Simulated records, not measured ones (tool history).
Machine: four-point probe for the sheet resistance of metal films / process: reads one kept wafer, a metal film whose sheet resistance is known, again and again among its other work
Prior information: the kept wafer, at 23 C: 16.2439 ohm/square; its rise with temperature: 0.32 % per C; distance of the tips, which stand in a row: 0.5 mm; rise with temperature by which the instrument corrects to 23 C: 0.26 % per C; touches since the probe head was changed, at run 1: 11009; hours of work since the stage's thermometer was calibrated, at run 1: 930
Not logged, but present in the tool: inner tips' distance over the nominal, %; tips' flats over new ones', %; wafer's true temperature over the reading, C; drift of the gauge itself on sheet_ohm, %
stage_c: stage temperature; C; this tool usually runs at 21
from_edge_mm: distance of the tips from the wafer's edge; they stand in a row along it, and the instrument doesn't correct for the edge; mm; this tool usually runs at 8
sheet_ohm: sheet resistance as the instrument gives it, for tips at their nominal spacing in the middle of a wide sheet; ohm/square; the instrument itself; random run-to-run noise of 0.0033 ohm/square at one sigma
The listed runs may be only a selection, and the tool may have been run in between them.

run,hour,stage_c,from_edge_mm,touches since the probe head was changed,hours of work since the stage's thermometer was calibrated,sheet_ohm
1,0,21,8,11009,930,16.350327
2,25.1,21,8,11634,942,16.34721
3,56.3,21,8,12409,957,16.347899
4,82.3,24,8,13056,969,16.381842
5,121.7,18,8,14035,988,16.316419
6,154.4,18,8,14849,1003,16.318258
7,193.9,18,8,15832,1022,16.321183
8,221.3,21,8,16514,1035,16.357096
9,254.7,21,8,17342,1051,16.361123
10,284.7,21,4,18089,1065,16.460843
11,316,21,4,18868,1080,16.460326
12,346.9,21,18,19637,1095,16.337731
13,372.5,34,4,20273,1107,16.600203
14,407.4,27,36,21140,1123,16.400104
15,439.1,27,36,21930,1138,16.395339
16,459.8,26,73,22444,1148,16.380054
17,484.1,21,20,23048,1160,16.338346
18,502.2,18,6,23498,1168,16.358493
19,518.4,33,8,23902,1176,16.48911
20,558.7,34,5,24903,1195,16.56081
21,584.2,32,16,25538,1207,16.458767
22,616,32,16,26329,1223,16.460833

Measured less the same run without the tool's hidden state. The same run-to-run variation is in both; the gauge's scatter may not be:
run,sheet_ohm
1,+0.089966
2,+0.090941
3,+0.092245
4,+0.093415
5,+0.094907
6,+0.096287
7,+0.097948
8,+0.099171
9,+0.100574
10,+0.102474
11,+0.103694
12,+0.104326
13,+0.106603
14,+0.106963
15,+0.108265
16,+0.109128
17,+0.110077
18,+0.111041
19,+0.112054
20,+0.114119
21,+0.114649
22,+0.116005
